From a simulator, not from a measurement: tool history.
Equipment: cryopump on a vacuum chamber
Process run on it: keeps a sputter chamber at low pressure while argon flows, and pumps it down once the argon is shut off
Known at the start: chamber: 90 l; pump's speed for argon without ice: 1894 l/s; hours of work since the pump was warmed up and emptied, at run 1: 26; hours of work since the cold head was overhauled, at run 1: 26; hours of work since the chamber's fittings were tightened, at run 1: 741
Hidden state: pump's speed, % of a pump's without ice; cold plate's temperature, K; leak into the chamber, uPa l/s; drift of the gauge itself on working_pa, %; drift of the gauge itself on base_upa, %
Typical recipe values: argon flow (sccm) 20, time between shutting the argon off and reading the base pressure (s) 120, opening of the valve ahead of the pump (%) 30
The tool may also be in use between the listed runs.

| run | hour | argon flow (sccm) | time between shutting the argon off and reading the base pressure (s) | opening of the valve ahead of the pump (%) | hours of work since the pump was warmed up and emptied | hours of work since the cold head was overhauled | hours of work since the chamber's fittings were tightened | pressure while argon flows (Pa) | pressure after the wait (uPa) |
|---|---|---|---|---|---|---|---|---|---|
| 1 | 0 | 20 | 120 | 30 | 26 | 26 | 741 | 0.06 | 0.87 |
| 2 | 16.8 | 20 | 152 | 30 | 37 | 37 | 752 | 0.0596 | 0.81 |
| 3 | 38.3 | 20 | 28 | 30 | 51 | 51 | 766 | 0.0607 | 1.99 |
| 4 | 51.6 | 20 | 28 | 30 | 59 | 59 | 774 | 0.06 | 1.95 |
| 5 | 75.2 | 20 | 28 | 30 | 75 | 75 | 790 | 0.0596 | 2 |
| 6 | 90.9 | 20 | 105 | 30 | 85 | 85 | 800 | 0.0608 | 1.01 |
| 7 | 119.9 | 17 | 105 | 30 | 103 | 103 | 819 | 0.051 | 1.03 |
| 8 | 135.8 | 25 | 120 | 30 | 114 | 114 | 829 | 0.0754 | 0.99 |
| 9 | 162 | 20 | 71 | 30 | 131 | 131 | 846 | 0.0597 | 1.16 |
| 10 | 174.4 | 20 | 71 | 30 | 139 | 139 | 854 | 0.061 | 1.18 |
| 11 | 193.8 | 20 | 130 | 30 | 151 | 151 | 866 | 0.06 | 0.94 |
| 12 | 206.5 | 20 | 120 | 30 | 159 | 159 | 874 | 0.0607 | 0.96 |
| 13 | 231.1 | 20 | 120 | 30 | 175 | 175 | 890 | 0.0608 | 0.98 |
| 14 | 257.9 | 20 | 120 | 30 | 193 | 193 | 908 | 0.0612 | 1.06 |
| 15 | 271.3 | 20 | 120 | 30 | 201 | 201 | 916 | 0.0606 | 1.03 |
| 16 | 288 | 20 | 120 | 30 | 212 | 212 | 927 | 0.0602 | 1.03 |
| 17 | 305.7 | 20 | 120 | 30 | 223 | 223 | 939 | 0.0604 | 1 |
| 18 | 327 | 19 | 55 | 20 | 237 | 237 | 952 | 0.0863 | 1.35 |
| 19 | 349.5 | 19 | 55 | 20 | 252 | 252 | 967 | 0.086 | 1.46 |
| 20 | 378.5 | 23 | 23 | 43 | 270 | 270 | 985 | 0.0497 | 2.49 |
| 21 | 391.9 | 10 | 39 | 26 | 279 | 279 | 994 | 0.0354 | 1.74 |
| 22 | 414.8 | 10 | 39 | 26 | 294 | 294 | 1009 | 0.035 | 1.79 |
| 23 | 428.8 | 21 | 118 | 25 | 303 | 303 | 1018 | 0.0773 | 1.06 |
| 24 | 448.4 | 21 | 118 | 25 | 315 | 315 | 1031 | 0.0776 | 1.1 |
| 25 | 465.8 | 17 | 28 | 54 | 327 | 327 | 1042 | 0.03 | 2.23 |
| 26 | 484.9 | 8 | 74 | 18 | 339 | 339 | 1054 | 0.0404 | 1.32 |
| 27 | 499.8 | 8 | 74 | 18 | 349 | 349 | 1064 | 0.0415 | 1.33 |
| 28 | 523.4 | 8 | 21 | 38 | 364 | 364 | 1079 | 0.0197 | 2.78 |
| 29 | 538.3 | 26 | 58 | 42 | 373 | 373 | 1089 | 0.0578 | 1.48 |
| 30 | 564.6 | 32 | 60 | 30 | 390 | 390 | 1106 | 0.0984 | 1.5 |
| 31 | 593.9 | 22 | 221 | 41 | 409 | 409 | 1124 | 0.0513 | 1.02 |
| 32 | 610.2 | 10 | 80 | 21 | 420 | 420 | 1135 | 0.0436 | 1.37 |
| 33 | 627 | 13 | 120 | 30 | 431 | 431 | 1146 | 0.0406 | 1.16 |

Measured less the same run without the tool's hidden state. The same run-to-run variation is in both; the gauge's scatter may not be:
| run | pressure while argon flows (Pa) | pressure after the wait (uPa) |
|---|---|---|
| 1 | +0.0004 | +0.39 |
| 2 | +0.0005 | +0.4 |
| 3 | +0.0005 | +0.4 |
| 4 | +0.0005 | +0.41 |
| 5 | +0.0006 | +0.43 |
| 6 | +0.0007 | +0.44 |
| 7 | +0.0007 | +0.46 |
| 8 | +0.0011 | +0.45 |
| 9 | +0.0009 | +0.47 |
| 10 | +0.001 | +0.47 |
| 11 | +0.0011 | +0.48 |
| 12 | +0.0011 | +0.48 |
| 13 | +0.0011 | +0.5 |
| 14 | +0.0013 | +0.52 |
| 15 | +0.0013 | +0.52 |
| 16 | +0.0014 | +0.52 |
| 17 | +0.0014 | +0.53 |
| 18 | +0.0014 | +0.53 |
| 19 | +0.0015 | +0.57 |
| 20 | +0.002 | +0.56 |
| 21 | +0.0009 | +0.56 |
| 22 | +0.0009 | +0.59 |
| 23 | +0.0019 | +0.58 |
| 24 | +0.0021 | +0.61 |
| 25 | +0.0017 | +0.62 |
| 26 | +0.0009 | +0.62 |
| 27 | +0.0008 | +0.65 |
| 28 | +0.0009 | +0.66 |
| 29 | +0.003 | +0.65 |
| 30 | +0.0038 | +0.67 |
| 31 | +0.0028 | +0.69 |
| 32 | +0.0013 | +0.69 |
| 33 | +0.0017 | +0.7 |
